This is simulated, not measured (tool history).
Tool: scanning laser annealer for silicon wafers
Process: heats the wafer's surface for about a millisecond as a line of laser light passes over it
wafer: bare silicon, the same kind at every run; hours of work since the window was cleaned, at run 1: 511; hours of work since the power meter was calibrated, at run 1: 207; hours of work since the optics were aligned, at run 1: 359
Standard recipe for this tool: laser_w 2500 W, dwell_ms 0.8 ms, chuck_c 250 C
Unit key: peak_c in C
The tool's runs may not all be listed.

run,day,laser_w,dwell_ms,chuck_c,hours of work since the window was cleaned,hours of work since the power meter was calibrated,hours of work since the optics were aligned,peak_c
1,0,2500,0.8,250,511,207,359,974
2,0.25,2500,0.8,250,516,211,363,966
3,0.479,2500,0.8,250,520,215,367,968
4,0.671,2500,0.648,250,523,219,371,891
5,1.008,2500,0.8,250,529,225,377,968
6,1.312,2500,0.8,250,535,230,382,967
7,1.717,2170,0.8,250,542,237,390,847
8,1.9,2170,0.8,250,545,241,393,848
9,2.221,2500,0.8,250,551,246,399,972
10,2.558,2500,0.8,250,557,252,405,970
11,2.808,2681,0.8,250,562,257,409,1038
12,3.092,2681,0.8,250,567,262,414,1038
13,3.421,2681,0.8,250,573,268,420,1038
14,3.654,2681,0.8,250,577,272,424,1034
15,4.067,2681,0.8,250,584,279,432,1039
16,4.475,2681,0.8,250,591,287,439,1040
17,4.754,2681,0.963,250,596,292,444,1123
18,5.171,2500,0.8,250,604,299,451,970
19,5.404,2500,0.8,250,608,303,456,969
20,5.817,2500,0.8,250,615,311,463,971
21,6.121,2485,0.8,250,621,316,468,966
22,6.508,2485,0.8,250,628,323,475,965
23,6.821,2485,0.8,247,633,329,481,962
24,7.096,2485,0.8,247,638,334,486,959
25,7.462,2485,0.8,247,645,340,493,959

What will run 26 give?
26,7.683,2485,0.8,247,649,344,496,?

Run 26 measured peak_c 960 C.
On a tool with no hidden condition, and with the same random variation, this run would have come out at peak_c 961 C.
